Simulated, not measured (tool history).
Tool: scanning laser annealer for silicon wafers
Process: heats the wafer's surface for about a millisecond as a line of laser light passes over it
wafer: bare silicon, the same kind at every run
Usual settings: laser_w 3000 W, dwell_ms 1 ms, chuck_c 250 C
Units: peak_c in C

run 1 hour=0 | laser_w=3000 dwell_ms=1 chuck_c=250 | peak_c=996
run 2 hour=63.9 | laser_w=3000 dwell_ms=1 chuck_c=250 | peak_c=992
run 3 hour=115.6 | laser_w=3000 dwell_ms=1.03 chuck_c=250 | peak_c=999
run 4 hour=152.8 | laser_w=3000 dwell_ms=1.03 chuck_c=250 | peak_c=1001
run 5 hour=223.3 | laser_w=3000 dwell_ms=0.92 chuck_c=250 | peak_c=958
run 6 hour=291.9 | laser_w=3000 dwell_ms=1 chuck_c=250 | peak_c=982
run 7 hour=332 | laser_w=3000 dwell_ms=1 chuck_c=250 | peak_c=984
run 8 hour=397.7 | laser_w=2822 dwell_ms=1 chuck_c=250 | peak_c=931
run 9 hour=431.3 | laser_w=2726 dwell_ms=1 chuck_c=250 | peak_c=904
run 10 hour=480.2 | laser_w=3074 dwell_ms=1 chuck_c=250 | peak_c=997
run 11 hour=523.7 | laser_w=3000 dwell_ms=1 chuck_c=214 | peak_c=941
run 12 hour=567.4 | laser_w=3259 dwell_ms=1 chuck_c=214 | peak_c=1008
-- hour=607.6 window over the wafer cleaned
run 13 hour=636.9 | laser_w=3259 dwell_ms=1 chuck_c=214 | peak_c=1054
run 14 hour=697.4 | laser_w=3000 dwell_ms=1 chuck_c=250 | peak_c=1015
run 15 hour=731.3 | laser_w=3000 dwell_ms=1 chuck_c=250 | peak_c=1013
-- hour=775.1 optics aligned, line set to its width
run 16 hour=775.1 | laser_w=3000 dwell_ms=1 chuck_c=250 | peak_c=1025
run 17 hour=824.3 | laser_w=3000 dwell_ms=1 chuck_c=250 | peak_c=1025
run 18 hour=857.2 | laser_w=3000 dwell_ms=1 chuck_c=250 | peak_c=1027
run 19 hour=901.7 | laser_w=3000 dwell_ms=1 chuck_c=250 | peak_c=1025
run 20 hour=954.2 | laser_w=2975 dwell_ms=1 chuck_c=223 | peak_c=986
run 21 hour=1001.4 | laser_w=2975 dwell_ms=1 chuck_c=223 | peak_c=985
run 22 hour=1045.4 | laser_w=2900 dwell_ms=0.96 chuck_c=250 | peak_c=975
run 23 hour=1101 | laser_w=2900 dwell_ms=0.96 chuck_c=250 | peak_c=972
run 24 hour=1159.9 | laser_w=2900 dwell_ms=0.71 chuck_c=250 | peak_c=875
run 25 hour=1199.9 | laser_w=2900 dwell_ms=0.71 chuck_c=250 | peak_c=871
run 26 hour=1240.1 | laser_w=2900 dwell_ms=0.71 chuck_c=250 | peak_c=870
run 27 hour=1282.2 | laser_w=2900 dwell_ms=0.71 chuck_c=250 | peak_c=871
run 28 hour=1321.1 | laser_w=3238 dwell_ms=0.92 chuck_c=288 | peak_c=1085
run 29 hour=1361.4 | laser_w=3150 dwell_ms=0.92 chuck_c=288 | peak_c=1056
run 30 hour=1399.7 | laser_w=3150 dwell_ms=0.92 chuck_c=288 | peak_c=1053
run 31 hour=1457.7 | laser_w=3150 dwell_ms=0.92 chuck_c=288 | peak_c=1053
run 32 hour=1519.7 | laser_w=3248 dwell_ms=0.84 chuck_c=210 | peak_c=968
run 33 hour=1554.2 | laser_w=2849 dwell_ms=1.18 chuck_c=252 | peak_c=1018
run 34 hour=1598.8 | laser_w=3009 dwell_ms=0.74 chuck_c=245 | peak_c=892
run 35 hour=1662.6 | laser_w=3000 dwell_ms=1.04 chuck_c=250 | peak_c=1010

Some steps in peak_c between neighbouring runs. How much of each would the tool show without its hidden state too (settings, what came in, random variation), and how much is left for the hidden state, with any gauge scatter that isn't in both results?
The hidden state here: light that passes the window, % of a clean one's; laser's true power over the reading, %; width of the line over the set one, %; drift of the gauge itself on peak_c, C.
Run 9 -> 10: laser_w 2726 -> 3074. peak_c +93 C: hidden state -9, all else +102.
Run 12 -> 13: window over the wafer cleaned. peak_c +46 C: hidden state +44, all else +2.
Run 15 -> 16: optics aligned, line set to its width. peak_c +12 C: hidden state +17, all else -5.
Run 27 -> 28: laser_w 2900 -> 3238, dwell_ms 0.71 -> 0.92, chuck_c 250 -> 288. peak_c +214 C: hidden state -8, all else +222.
Run 33 -> 34: laser_w 2849 -> 3009, dwell_ms 1.18 -> 0.74, chuck_c 252 -> 245. peak_c -126 C: hidden state +4, all else -130.
Run 34 -> 35: laser_w 3009 -> 3000, dwell_ms 0.74 -> 1.04, chuck_c 245 -> 250. peak_c +118 C: hidden state -7, all else +125.

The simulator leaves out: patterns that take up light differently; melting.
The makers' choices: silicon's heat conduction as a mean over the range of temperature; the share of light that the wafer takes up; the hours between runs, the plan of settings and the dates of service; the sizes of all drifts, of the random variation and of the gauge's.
